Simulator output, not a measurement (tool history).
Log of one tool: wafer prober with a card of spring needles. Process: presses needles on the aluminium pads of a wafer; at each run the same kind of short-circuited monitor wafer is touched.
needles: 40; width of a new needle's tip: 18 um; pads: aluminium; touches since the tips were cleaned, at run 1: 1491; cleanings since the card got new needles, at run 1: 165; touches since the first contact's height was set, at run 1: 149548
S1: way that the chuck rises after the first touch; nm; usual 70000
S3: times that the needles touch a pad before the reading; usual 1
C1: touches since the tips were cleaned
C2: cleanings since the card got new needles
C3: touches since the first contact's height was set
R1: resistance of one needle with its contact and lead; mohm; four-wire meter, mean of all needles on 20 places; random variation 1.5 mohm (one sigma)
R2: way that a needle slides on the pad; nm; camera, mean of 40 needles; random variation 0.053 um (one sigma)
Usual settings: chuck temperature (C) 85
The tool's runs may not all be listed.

{"run": 1, "hour": 0.0, "S1": 70000, "chuck temperature (C)": 85, "S3": 1, "C1": 1491, "C2": 165, "C3": 149548, "R1": 137, "R2": 11800}
{"hour": 5.8, "done": "tips cleaned on abrasive film"}
{"hour": 13.5, "done": "tips cleaned on abrasive film"}
{"hour": 21.1, "done": "tips cleaned on abrasive film"}
{"hour": 30.7, "done": "tips cleaned on abrasive film"}
{"hour": 40.3, "done": "tips cleaned on abrasive film"}
{"hour": 49.8, "done": "tips cleaned on abrasive film"}
{"run": 2, "hour": 56.7, "S1": 70000, "chuck temperature (C)": 85, "S3": 2, "C1": 3937, "C2": 171, "C3": 181584, "R1": 139, "R2": 11770}
{"hour": 58.7, "done": "tips cleaned on abrasive film"}
{"hour": 66.4, "done": "tips cleaned on abrasive film"}
{"hour": 74.1, "done": "tips cleaned on abrasive film"}
{"hour": 81.7, "done": "tips cleaned on abrasive film"}
{"hour": 91.3, "done": "tips cleaned on abrasive film"}
{"hour": 100.9, "done": "tips cleaned on abrasive film"}
{"hour": 108.5, "done": "tips cleaned on abrasive film"}
{"run": 3, "hour": 109.0, "S1": 70000, "chuck temperature (C)": 85, "S3": 1, "C1": 261, "C2": 178, "C3": 211025, "R1": 135, "R2": 11860}
{"hour": 115.0, "done": "height of the first contact set anew"}
{"hour": 117.0, "done": "tips cleaned on abrasive film"}
{"hour": 124.7, "done": "tips cleaned on abrasive film"}
{"hour": 132.3, "done": "tips cleaned on abrasive film"}
{"hour": 141.9, "done": "tips cleaned on abrasive film"}
{"hour": 149.6, "done": "tips cleaned on abrasive film"}
{"run": 4, "hour": 152.3, "S1": 70000, "chuck temperature (C)": 85, "S3": 1, "C1": 1563, "C2": 183, "C3": 21016, "R1": 136, "R2": 11850}
{"hour": 158.1, "done": "tips cleaned on abrasive film"}
{"hour": 165.8, "done": "tips cleaned on abrasive film"}
{"hour": 173.4, "done": "tips cleaned on abrasive film"}
{"run": 5, "hour": 180.4, "S1": 70000, "chuck temperature (C)": 49, "S3": 1, "C1": 3966, "C2": 186, "C3": 36871, "R1": 131, "R2": 11940}
{"hour": 182.4, "done": "tips cleaned on abrasive film"}
{"hour": 190.1, "done": "tips cleaned on abrasive film"}
{"hour": 199.6, "done": "tips cleaned on abrasive film"}
{"hour": 209.2, "done": "tips cleaned on abrasive film"}
{"hour": 218.8, "done": "tips cleaned on abrasive film"}
{"run": 6, "hour": 226.2, "S1": 70000, "chuck temperature (C)": 85, "S3": 1, "C1": 4234, "C2": 191, "C3": 62719, "R1": 140, "R2": 11920}
{"hour": 228.2, "done": "tips cleaned on abrasive film"}
{"hour": 235.8, "done": "tips cleaned on abrasive film"}
{"hour": 243.5, "done": "tips cleaned on abrasive film"}
{"hour": 251.2, "done": "tips cleaned on abrasive film"}
{"hour": 258.9, "done": "tips cleaned on abrasive film"}
{"run": 7, "hour": 266.3, "S1": 70000, "chuck temperature (C)": 85, "S3": 1, "C1": 4268, "C2": 196, "C3": 85359, "R1": 136, "R2": 11820}
{"hour": 268.3, "done": "tips cleaned on abrasive film"}
{"hour": 276.0, "done": "tips cleaned on abrasive film"}
{"hour": 283.7, "done": "tips cleaned on abrasive film"}
{"hour": 295.7, "done": "card fitted with new needles"}
{"hour": 303.3, "done": "tips cleaned on abrasive film"}
{"hour": 311.0, "done": "tips cleaned on abrasive film"}
{"hour": 318.7, "done": "tips cleaned on abrasive film"}
{"hour": 326.4, "done": "tips cleaned on abrasive film"}
{"hour": 334.0, "done": "tips cleaned on abrasive film"}
{"run": 8, "hour": 334.8, "S1": 70000, "chuck temperature (C)": 85, "S3": 1, "C1": 447, "C2": 5, "C3": 22062, "R1": 132, "R2": 11950}
{"hour": 342.5, "done": "tips cleaned on abrasive film"}
{"hour": 350.2, "done": "tips cleaned on abrasive film"}
{"hour": 357.8, "done": "tips cleaned on abrasive film"}
{"run": 9, "hour": 364.0, "S1": 60000, "chuck temperature (C)": 85, "S3": 1, "C1": 3505, "C2": 8, "C3": 38536, "R1": 141, "R2": 10190}
{"hour": 366.0, "done": "tips cleaned on abrasive film"}
{"hour": 373.7, "done": "tips cleaned on abrasive film"}
{"hour": 383.2, "done": "tips cleaned on abrasive film"}
{"hour": 392.8, "done": "tips cleaned on abrasive film"}
{"run": 10, "hour": 398.3, "S1": 70000, "chuck temperature (C)": 85, "S3": 1, "C1": 3144, "C2": 12, "C3": 57891, "R1": 135, "R2": 11850}
{"hour": 402.2, "done": "tips cleaned on abrasive film"}
{"hour": 411.8, "done": "tips cleaned on abrasive film"}
{"hour": 419.4, "done": "tips cleaned on abrasive film"}
{"hour": 427.1, "done": "tips cleaned on abrasive film"}
{"hour": 436.7, "done": "tips cleaned on abrasive film"}
{"run": 11, "hour": 439.3, "S1": 70000, "chuck temperature (C)": 85, "S3": 1, "C1": 1479, "C2": 17, "C3": 80985, "R1": 136, "R2": 11940}

The next listed run, before its measurement:
{"hour": 445.0, "done": "tips cleaned on abrasive film"}
{"hour": 452.7, "done": "tips cleaned on abrasive film"}
{"hour": 460.4, "done": "tips cleaned on abrasive film"}
{"hour": 468.1, "done": "tips cleaned on abrasive film"}
{"run": 12, "hour": 473.7, "S1": 70000, "chuck temperature (C)": 85, "S3": 1, "C1": 3211, "C2": 21, "C3": 100406, "R1": "?", "R2": "?"}

R1: 137 mohm
R2: 11970 nm
Without the tool's hidden state the same run would have given R1 137 mohm, R2 11850 nm.
